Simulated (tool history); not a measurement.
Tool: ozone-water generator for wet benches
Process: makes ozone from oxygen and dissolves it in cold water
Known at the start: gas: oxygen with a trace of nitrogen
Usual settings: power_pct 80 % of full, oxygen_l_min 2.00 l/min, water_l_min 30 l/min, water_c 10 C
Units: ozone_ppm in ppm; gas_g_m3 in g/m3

{"run": 1, "hour": 0.0, "power_pct": 80, "oxygen_l_min": 2.0, "water_l_min": 30, "water_c": 10, "ozone_ppm": 8.72, "gas_g_m3": 201.2}
{"run": 2, "hour": 40.9, "power_pct": 80, "oxygen_l_min": 2.0, "water_l_min": 33, "water_c": 10, "ozone_ppm": 7.78, "gas_g_m3": 200.0}
{"run": 3, "hour": 73.5, "power_pct": 80, "oxygen_l_min": 2.0, "water_l_min": 30, "water_c": 10, "ozone_ppm": 8.53, "gas_g_m3": 200.7}
{"run": 4, "hour": 119.2, "power_pct": 80, "oxygen_l_min": 1.21, "water_l_min": 30, "water_c": 10, "ozone_ppm": 6.65, "gas_g_m3": 241.4}
{"run": 5, "hour": 153.7, "power_pct": 80, "oxygen_l_min": 1.16, "water_l_min": 30, "water_c": 10, "ozone_ppm": 6.49, "gas_g_m3": 245.0}
{"run": 6, "hour": 185.9, "power_pct": 80, "oxygen_l_min": 1.16, "water_l_min": 30, "water_c": 10, "ozone_ppm": 6.47, "gas_g_m3": 245.5}
{"run": 7, "hour": 221.8, "power_pct": 80, "oxygen_l_min": 2.0, "water_l_min": 30, "water_c": 10, "ozone_ppm": 8.68, "gas_g_m3": 201.5}
{"run": 8, "hour": 265.3, "power_pct": 59, "oxygen_l_min": 2.0, "water_l_min": 30, "water_c": 10, "ozone_ppm": 7.18, "gas_g_m3": 166.2}
{"run": 9, "hour": 305.7, "power_pct": 59, "oxygen_l_min": 2.0, "water_l_min": 30, "water_c": 10, "ozone_ppm": 7.16, "gas_g_m3": 164.6}
{"run": 10, "hour": 343.4, "power_pct": 59, "oxygen_l_min": 2.0, "water_l_min": 30, "water_c": 10, "ozone_ppm": 6.8, "gas_g_m3": 165.8}
{"run": 11, "hour": 387.2, "power_pct": 59, "oxygen_l_min": 2.0, "water_l_min": 30, "water_c": 10, "ozone_ppm": 7.05, "gas_g_m3": 164.8}
{"run": 12, "hour": 426.4, "power_pct": 59, "oxygen_l_min": 2.0, "water_l_min": 30, "water_c": 10, "ozone_ppm": 7.17, "gas_g_m3": 165.0}
{"run": 13, "hour": 465.4, "power_pct": 79, "oxygen_l_min": 2.0, "water_l_min": 30, "water_c": 10, "ozone_ppm": 8.53, "gas_g_m3": 202.3}
{"run": 14, "hour": 493.1, "power_pct": 79, "oxygen_l_min": 2.0, "water_l_min": 30, "water_c": 10, "ozone_ppm": 8.72, "gas_g_m3": 203.3}
{"run": 15, "hour": 527.6, "power_pct": 79, "oxygen_l_min": 2.0, "water_l_min": 30, "water_c": 10, "ozone_ppm": 8.56, "gas_g_m3": 202.6}
{"run": 16, "hour": 572.8, "power_pct": 79, "oxygen_l_min": 2.0, "water_l_min": 30, "water_c": 10, "ozone_ppm": 8.45, "gas_g_m3": 200.3}
{"run": 17, "hour": 605.8, "power_pct": 79, "oxygen_l_min": 1.13, "water_l_min": 20, "water_c": 12, "ozone_ppm": 10.08, "gas_g_m3": 247.9}
{"run": 18, "hour": 635.1, "power_pct": 93, "oxygen_l_min": 2.02, "water_l_min": 42, "water_c": 13, "ozone_ppm": 6.27, "gas_g_m3": 222.0}
{"run": 19, "hour": 683.9, "power_pct": 93, "oxygen_l_min": 2.02, "water_l_min": 42, "water_c": 13, "ozone_ppm": 6.24, "gas_g_m3": 226.4}
{"run": 20, "hour": 706.8, "power_pct": 68, "oxygen_l_min": 2.02, "water_l_min": 19, "water_c": 13, "ozone_ppm": 12.61, "gas_g_m3": 181.0}
{"run": 21, "hour": 736.9, "power_pct": 68, "oxygen_l_min": 2.02, "water_l_min": 19, "water_c": 13, "ozone_ppm": 12.5, "gas_g_m3": 182.4}
{"run": 22, "hour": 780.7, "power_pct": 71, "oxygen_l_min": 2.23, "water_l_min": 40, "water_c": 6, "ozone_ppm": 6.04, "gas_g_m3": 181.1}
{"run": 23, "hour": 832.0, "power_pct": 69, "oxygen_l_min": 2.0, "water_l_min": 33, "water_c": 10, "ozone_ppm": 7.2, "gas_g_m3": 185.9}
{"run": 24, "hour": 864.0, "power_pct": 59, "oxygen_l_min": 2.0, "water_l_min": 42, "water_c": 10, "ozone_ppm": 4.76, "gas_g_m3": 167.4}
{"run": 25, "hour": 903.8, "power_pct": 59, "oxygen_l_min": 2.53, "water_l_min": 20, "water_c": 10, "ozone_ppm": 12.17, "gas_g_m3": 154.3}
{"run": 26, "hour": 928.5, "power_pct": 40, "oxygen_l_min": 2.53, "water_l_min": 22, "water_c": 10, "ozone_ppm": 8.62, "gas_g_m3": 118.2}
{"run": 27, "hour": 975.5, "power_pct": 40, "oxygen_l_min": 1.37, "water_l_min": 29, "water_c": 14, "ozone_ppm": 4.52, "gas_g_m3": 148.4}
{"run": 28, "hour": 1019.4, "power_pct": 80, "oxygen_l_min": 2.0, "water_l_min": 30, "water_c": 15, "ozone_ppm": 8.36, "gas_g_m3": 203.9}
{"run": 29, "hour": 1044.0, "power_pct": 54, "oxygen_l_min": 2.0, "water_l_min": 30, "water_c": 9, "ozone_ppm": 6.76, "gas_g_m3": 155.9}
{"run": 30, "hour": 1070.0, "power_pct": 80, "oxygen_l_min": 2.0, "water_l_min": 43, "water_c": 10, "ozone_ppm": 5.54, "gas_g_m3": 204.8}
{"run": 31, "hour": 1097.2, "power_pct": 87, "oxygen_l_min": 2.0, "water_l_min": 30, "water_c": 5, "ozone_ppm": 9.33, "gas_g_m3": 215.4}
{"run": 32, "hour": 1131.8, "power_pct": 75, "oxygen_l_min": 1.55, "water_l_min": 45, "water_c": 5, "ozone_ppm": 4.33, "gas_g_m3": 214.7}

Forecast each of these 5 alternatives for the next run:
{"run": "A", "hour": 1154.5, "power_pct": 75, "oxygen_l_min": 1.83, "water_l_min": 45, "water_c": 7, "ozone_ppm": "?", "gas_g_m3": "?"}
{"run": "B", "hour": 1154.5, "power_pct": 80, "oxygen_l_min": 2.0, "water_l_min": 22, "water_c": 13, "ozone_ppm": "?", "gas_g_m3": "?"}
{"run": "C", "hour": 1154.5, "power_pct": 80, "oxygen_l_min": 3.38, "water_l_min": 20, "water_c": 10, "ozone_ppm": "?", "gas_g_m3": "?"}
{"run": "D", "hour": 1154.5, "power_pct": 85, "oxygen_l_min": 1.55, "water_l_min": 38, "water_c": 11, "ozone_ppm": "?", "gas_g_m3": "?"}
{"run": "E", "hour": 1154.5, "power_pct": 54, "oxygen_l_min": 2.72, "water_l_min": 40, "water_c": 10, "ozone_ppm": "?", "gas_g_m3": "?"}

run=A ozone_ppm=4.79 gas_g_m3=203.0
run=B ozone_ppm=12.19 gas_g_m3=206.8
run=C ozone_ppm=16.91 gas_g_m3=169.3
run=D ozone_ppm=6.05 gas_g_m3=233.5
run=E ozone_ppm=5.67 gas_g_m3=142.1
Without the tool's hidden state the same runs would have given:
run=A ozone_ppm=4.79 gas_g_m3=198.6
run=B ozone_ppm=12.20 gas_g_m3=202.4
run=C ozone_ppm=16.92 gas_g_m3=165.7
run=D ozone_ppm=6.06 gas_g_m3=228.5
run=E ozone_ppm=5.67 gas_g_m3=139.1
